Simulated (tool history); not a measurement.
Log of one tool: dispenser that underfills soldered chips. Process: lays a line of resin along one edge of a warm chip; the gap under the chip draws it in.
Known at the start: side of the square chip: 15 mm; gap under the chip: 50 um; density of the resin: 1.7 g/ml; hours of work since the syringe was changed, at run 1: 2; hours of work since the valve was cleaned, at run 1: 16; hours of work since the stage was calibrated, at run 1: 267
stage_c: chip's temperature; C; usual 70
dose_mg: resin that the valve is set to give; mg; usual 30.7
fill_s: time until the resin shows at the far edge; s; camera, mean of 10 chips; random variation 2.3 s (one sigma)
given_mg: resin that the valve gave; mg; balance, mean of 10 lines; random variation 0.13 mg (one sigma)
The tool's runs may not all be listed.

run	hour	stage_c	dose_mg	hours of work since the syringe was changed	hours of work since the valve was cleaned	hours of work since the stage was calibrated	fill_s	given_mg
1	0.0	70	30.7	2	16	267	285.4	30.30
# hour 5.0: new syringe of resin
# hour 12.0: new syringe of resin
2	12.6	70	30.7	0	25	276	243.8	30.07
# hour 19.9: new syringe of resin
3	22.5	70	30.7	2	33	284	281.0	29.87
# hour 27.0: new syringe of resin
4	29.1	70	30.7	2	38	289	268.0	29.87
# hour 34.0: new syringe of resin
# hour 41.1: new syringe of resin
5	41.1	70	30.7	0	47	298	234.4	29.52
# hour 48.1: new syringe of resin
6	51.5	70	30.7	3	55	305	298.9	29.09
# hour 53.7: dispensing valve cleaned and set on the balance
# hour 56.9: new syringe of resin
7	60.6	70	30.7	3	5	312	295.3	30.49
# hour 64.0: new syringe of resin
8	68.1	70	30.7	3	11	317	306.8	30.61
# hour 71.3: new syringe of resin
# hour 78.6: new syringe of resin
9	80.4	70	37.5	1	20	326	258.6	36.92
# hour 86.4: new syringe of resin
10	87.6	70	30.7	1	25	332	252.1	30.10
# hour 93.8: new syringe of resin
11	97.1	70	30.7	3	32	339	290.6	29.86
# hour 100.7: new syringe of resin
# hour 108.5: new syringe of resin
12	111.7	70	30.1	3	43	350	296.3	29.29
# hour 115.6: new syringe of resin
13	118.8	70	30.1	2	49	355	289.0	29.14
# hour 123.1: new syringe of resin
# hour 129.5: dispensing valve cleaned and set on the balance
# hour 131.0: new syringe of resin
14	132.2	70	30.1	1	2	364	258.4	29.90
# hour 138.2: new syringe of resin
15	138.2	70	30.7	0	6	369	242.9	30.68
# hour 145.2: new syringe of resin
16	145.2	70	30.7	0	12	374	239.9	30.59
# hour 152.6: new syringe of resin
17	154.6	73	32.6	2	19	381	242.2	32.34
# hour 160.1: new syringe of resin
18	160.9	71	29.6	1	23	386	244.1	29.00
# hour 167.1: new syringe of resin
# hour 174.0: new syringe of resin
19	174.0	60	37.2	0	33	396	362.4	35.98
# hour 181.0: new syringe of resin
20	182.6	83	36.0	1	40	402	157.0	34.79
# hour 188.0: new syringe of resin
21	192.5	67	29.8	3	47	409	360.0	28.71
# hour 195.7: new syringe of resin
# hour 203.0: new syringe of resin
# hour 205.6: dispensing valve cleaned and set on the balance
22	205.6	63	27.3	1	0	418	363.8	27.33
# hour 211.0: new syringe of resin
23	217.0	67	37.9	5	9	427	389.4	37.59
# hour 218.4: new syringe of resin
# hour 225.8: new syringe of resin
24	227.3	57	30.4	1	16	435	464.2	30.20
# hour 232.9: new syringe of resin
25	237.7	69	37.7	4	24	442	330.5	36.95
# hour 240.1: new syringe of resin
# hour 247.2: new syringe of resin
26	247.2	78	39.7	0	31	449	173.0	38.74
# hour 254.0: new syringe of resin
27	257.3	59	30.1	3	39	457	482.8	29.15
# hour 261.6: new syringe of resin
# hour 268.6: new syringe of resin
28	268.6	59	30.1	0	47	465	382.7	29.17
# hour 276.4: new syringe of resin
# hour 281.0: dispensing valve cleaned and set on the balance
29	281.0	59	37.7	3	0	474	482.6	37.72
# hour 284.4: new syringe of resin
# hour 291.2: new syringe of resin
30	291.2	59	37.7	0	7	482	387.8	37.61
31	297.0	59	37.7	5	12	486	539.1	37.23
# hour 298.0: new syringe of resin
# hour 304.8: new syringe of resin
32	304.9	63	35.3	0	18	492	320.3	34.89

Measured less the same run without the tool's hidden state. The same run-to-run variation is in both; the gauge's scatter may not be:
The hidden state here: resin's viscosity, % of fresh resin's; dose that the valve gives, % of what is set; true chip temperature over the reading, C; drift of the gauge itself on fill_s, %; drift of the gauge itself on given_mg, %.
run	fill_s	given_mg
1	+56.5	-0.37
2	+16.7	-0.59
3	+49.8	-0.78
4	+41.2	-0.89
5	+2.7	-1.10
6	+66.9	-1.28
7	+61.4	-0.13
8	+77.9	-0.26
9	+30.5	-0.56
10	+23.4	-0.59
11	+62.0	-0.76
12	+62.4	-0.99
13	+58.1	-1.11
14	+23.7	-0.04
15	+10.7	-0.14
16	+9.2	-0.26
17	+39.6	-0.47
18	+20.3	-0.52
19	+13.8	-0.94
20	+21.4	-1.08
21	+96.0	-1.06
22	+49.0	+0.04
23	+129.7	-0.18
24	+63.9	-0.33
25	+96.5	-0.64
26	+7.5	-0.89
27	+113.5	-0.86
28	+22.1	-1.03
29	+115.0	+0.04
30	+20.8	-0.17
31	+179.9	-0.32
32	+18.1	-0.45
